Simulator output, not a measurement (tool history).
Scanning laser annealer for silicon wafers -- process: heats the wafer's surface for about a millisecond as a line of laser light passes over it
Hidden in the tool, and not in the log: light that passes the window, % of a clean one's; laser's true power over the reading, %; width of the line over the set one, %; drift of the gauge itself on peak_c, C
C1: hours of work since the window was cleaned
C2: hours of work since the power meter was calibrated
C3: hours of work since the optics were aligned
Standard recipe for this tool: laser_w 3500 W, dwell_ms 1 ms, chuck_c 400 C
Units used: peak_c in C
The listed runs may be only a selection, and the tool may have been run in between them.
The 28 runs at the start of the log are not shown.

Run 29, hour 1586.5: usual settings but laser_w 3338 W, dwell_ms 1.03 ms, chuck_c 439 C; C1 813; C2 1125; C3 671. Result: peak_c 1206 C.
Run 30, hour 1633.7: usual settings but laser_w 3181 W, dwell_ms 0.93 ms; C1 841; C2 1153; C3 698. Result: peak_c 1083 C.
Run 31, hour 1711.7: usual settings but laser_w 3237 W, dwell_ms 0.97 ms, chuck_c 435 C; C1 887; C2 1199; C3 744. Result: peak_c 1150 C.
Run 32, hour 1751: usual settings but laser_w 3099 W, dwell_ms 0.77 ms, chuck_c 424 C; C1 910; C2 1222; C3 767. Result: peak_c 1029 C.
Run 33, hour 1799.8: usual settings but laser_w 3099 W, dwell_ms 0.77 ms, chuck_c 424 C; C1 938; C2 1250; C3 796. Result: peak_c 1033 C.
At hour 1823.8: window over the wafer cleaned.
Run 34, hour 1843.1: usual settings but laser_w 3099 W, dwell_ms 0.9 ms, chuck_c 424 C; C1 11; C2 1275; C3 820. Result: peak_c 1078 C.
Run 35, hour 1917.3: usual settings but laser_w 3383 W; C1 55; C2 1318; C3 864. Result: peak_c 1166 C.
Run 36, hour 1974.8: usual settings but laser_w 3276 W, chuck_c 433 C; C1 89; C2 1352; C3 898. Result: peak_c 1170 C.
Run 37, hour 2034.9: usual settings but laser_w 3252 W, chuck_c 414 C; C1 124; C2 1387; C3 933. Result: peak_c 1142 C.
Run 38, hour 2087.5: usual settings but laser_w 3127 W, chuck_c 371 C; C1 155; C2 1418; C3 964. Result: peak_c 1067 C.
Run 39, hour 2159.9: usual settings but laser_w 3470 W, dwell_ms 0.98 ms, chuck_c 370 C; C1 197; C2 1461; C3 1006. Result: peak_c 1149 C.
Run 40, hour 2195.9: usual settings but laser_w 3227 W, dwell_ms 0.98 ms, chuck_c 370 C; C1 218; C2 1482; C3 1027. Result: peak_c 1086 C.

What if the next run were any one of these 4? Each begins from the tool's condition after run 40:
Run A, hour 2277: usual settings but chuck_c 361 C; C1 266; C2 1529; C3 1075. Result: peak_c ?.
Run B, hour 2277: usual settings but laser_w 3678 W, dwell_ms 0.91 ms, chuck_c 407 C; C1 266; C2 1529; C3 1075. Result: peak_c ?.
Run C, hour 2277: usual settings but dwell_ms 0.76 ms, chuck_c 398 C; C1 266; C2 1529; C3 1075. Result: peak_c ?.
Run D, hour 2277: usual settings but laser_w 3678 W, dwell_ms 0.98 ms, chuck_c 374 C; C1 266; C2 1529; C3 1075. Result: peak_c ?.

run  peak_c
  A    1157
  B    1219
  C    1101
  D    1215
With no hidden state in the tool, these same runs would have given:
run  peak_c
  A    1157
  B    1220
  C    1102
  D    1216
